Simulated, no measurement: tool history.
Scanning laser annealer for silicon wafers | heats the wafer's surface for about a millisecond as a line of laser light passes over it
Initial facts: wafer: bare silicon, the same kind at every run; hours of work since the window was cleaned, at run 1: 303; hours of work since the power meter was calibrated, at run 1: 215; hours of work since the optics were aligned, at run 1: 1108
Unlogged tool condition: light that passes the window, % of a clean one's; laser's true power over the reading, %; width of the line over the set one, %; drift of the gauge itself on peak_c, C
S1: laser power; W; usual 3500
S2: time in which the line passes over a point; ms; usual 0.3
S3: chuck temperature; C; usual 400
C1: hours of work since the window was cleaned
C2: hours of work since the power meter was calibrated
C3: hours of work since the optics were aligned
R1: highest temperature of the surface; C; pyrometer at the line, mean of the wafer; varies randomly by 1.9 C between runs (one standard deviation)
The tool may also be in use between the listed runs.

run,day,S1,S2,S3,C1,C2,C3,R1
1,0,3500,0.3,400,303,215,1108,1173
2,0.842,3500,0.3,400,318,231,1123,1175
3,1.417,3500,0.3,400,329,241,1134,1172
4,2.233,3500,0.3,400,343,256,1149,1176
5,3.079,3500,0.3,400,359,272,1164,1171
6,3.671,3500,0.235,400,370,282,1175,1097
# day 4.246: optics aligned, line set to its width
7,4.658,3500,0.235,400,384,297,8,1101
8,5.208,3500,0.235,385,394,307,18,1082
9,5.662,3500,0.235,385,402,315,26,1083
10,6.379,3500,0.235,438,415,328,39,1136
11,7.283,3500,0.235,438,432,345,55,1136
12,7.754,3500,0.3,361,440,353,64,1139
13,8.55,3500,0.351,400,455,368,79,1235
14,8.938,3500,0.3,383,462,375,86,1160
15,9.525,2983,0.3,400,473,385,96,1067
16,9.992,2983,0.3,400,481,394,105,1067
17,10.704,2983,0.3,400,494,407,118,1069
18,11.371,3500,0.3,428,506,419,130,1207
19,11.892,3500,0.3,428,516,429,139,1201
20,12.696,3500,0.3,428,531,443,154,1204
21,13.604,3500,0.3,428,547,460,171,1201
22,14.533,3386,0.24,379,564,477,188,1061
23,15.371,3076,0.241,389,579,492,203,1011
24,16.121,3076,0.241,389,593,506,217,1013
25,16.996,3627,0.336,400,609,522,233,1235
26,17.525,3089,0.264,430,619,531,242,1082
27,17.912,3318,0.255,387,626,538,249,1071
28,18.475,3235,0.3,376,636,549,260,1093
29,19.133,3082,0.211,363,648,561,272,952
30,19.892,3157,0.3,374,662,575,285,1073
31,20.408,3157,0.3,374,671,584,295,1077
32,20.967,3526,0.367,397,681,594,305,1247
33,21.612,3526,0.367,397,693,606,317,1243
34,22.342,3526,0.367,397,706,619,330,1246
35,22.8,3526,0.367,397,715,628,338,1246
36,23.496,3640,0.272,397,728,640,351,1160
37,23.912,3640,0.272,397,735,648,359,1162
38,24.729,3640,0.272,397,750,663,374,1161
39,25.633,3640,0.273,390,766,679,390,1154
40,26.5,3640,0.273,390,782,695,406,1153

Alternative continuations, all from the tool just after run 40; predict every row:
# day 26.621: window over the wafer cleaned
A,27.221,3500,0.271,435,11,707,418,?
# day 26.621: window over the wafer cleaned
B,27.221,3250,0.22,384,11,707,418,?
# day 26.621: window over the wafer cleaned
C,27.221,3478,0.247,422,11,707,418,?
# day 26.621: window over the wafer cleaned
D,27.221,3640,0.358,390,11,707,418,?

run,R1
A,1180
B,1020
C,1130
D,1263
The same runs, with their run-to-run variation unchanged, on a tool lacking any hidden condition would have given:
run,R1
A,1191
B,1029
C,1140
D,1275
